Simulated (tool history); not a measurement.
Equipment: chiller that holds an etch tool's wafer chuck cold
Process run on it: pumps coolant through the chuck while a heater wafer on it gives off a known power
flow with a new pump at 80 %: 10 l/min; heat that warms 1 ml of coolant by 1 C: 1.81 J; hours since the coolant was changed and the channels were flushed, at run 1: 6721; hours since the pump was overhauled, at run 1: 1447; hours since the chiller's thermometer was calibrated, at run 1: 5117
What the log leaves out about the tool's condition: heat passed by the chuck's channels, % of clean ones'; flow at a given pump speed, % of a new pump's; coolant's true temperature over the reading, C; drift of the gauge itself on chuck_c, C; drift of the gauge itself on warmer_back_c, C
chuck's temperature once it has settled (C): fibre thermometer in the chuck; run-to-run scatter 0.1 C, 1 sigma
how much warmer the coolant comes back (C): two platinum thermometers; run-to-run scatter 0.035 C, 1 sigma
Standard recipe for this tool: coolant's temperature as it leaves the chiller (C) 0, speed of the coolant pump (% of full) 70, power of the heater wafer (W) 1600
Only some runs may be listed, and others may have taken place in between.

run   hour  coolant's temperature as it leaves the chiller (C)  speed of the coolant pump (% of full)  power of the heater wafer (W)  hours since the coolant was changed and the channels were flushed  hours since the pump was overhauled  hours since the chiller's thermometer was calibrated  chuck's temperature once it has settled (C)  how much warmer the coolant comes back (C)
  1    0.0                                                   0                                     70                           1600                                                               6721                                 1447                                                  5117                                         14.4                                        6.34
  2  118.3                                                   0                                     70                           1600                                                               6839                                 1565                                                  5235                                         14.4                                        6.34
  3  196.4                                                   0                                     78                           1600                                                               6917                                 1643                                                  5313                                         13.0                                        5.64
  4  271.3                                                  -5                                     78                           1600                                                               6992                                 1718                                                  5388                                          8.1                                        5.67
  5  352.3                                                   0                                     70                           1600                                                               7073                                 1799                                                  5469                                         14.4                                        6.41
  6  429.8                                                  -7                                     70                           1600                                                               7151                                 1877                                                  5546                                          7.5                                        6.33
  7  479.2                                                   0                                     73                           1600                                                               7200                                 1926                                                  5596                                         13.9                                        6.14
  8  572.7                                                   0                                     70                           1600                                                               7293                                 2019                                                  5689                                         14.5                                        6.36

What will run 9 give?
  9  657.0                                                   0                                     70                           1600                                                               7378                                 2104                                                  5774                                            ?                                           ?

chuck's temperature once it has settled (C): 14.5
how much warmer the coolant comes back (C): 6.30
If the tool had no hidden condition, the same run with the same run-to-run variation would have returned chuck's temperature once it has settled (C) 12.1, how much warmer the coolant comes back (C) 6.07.
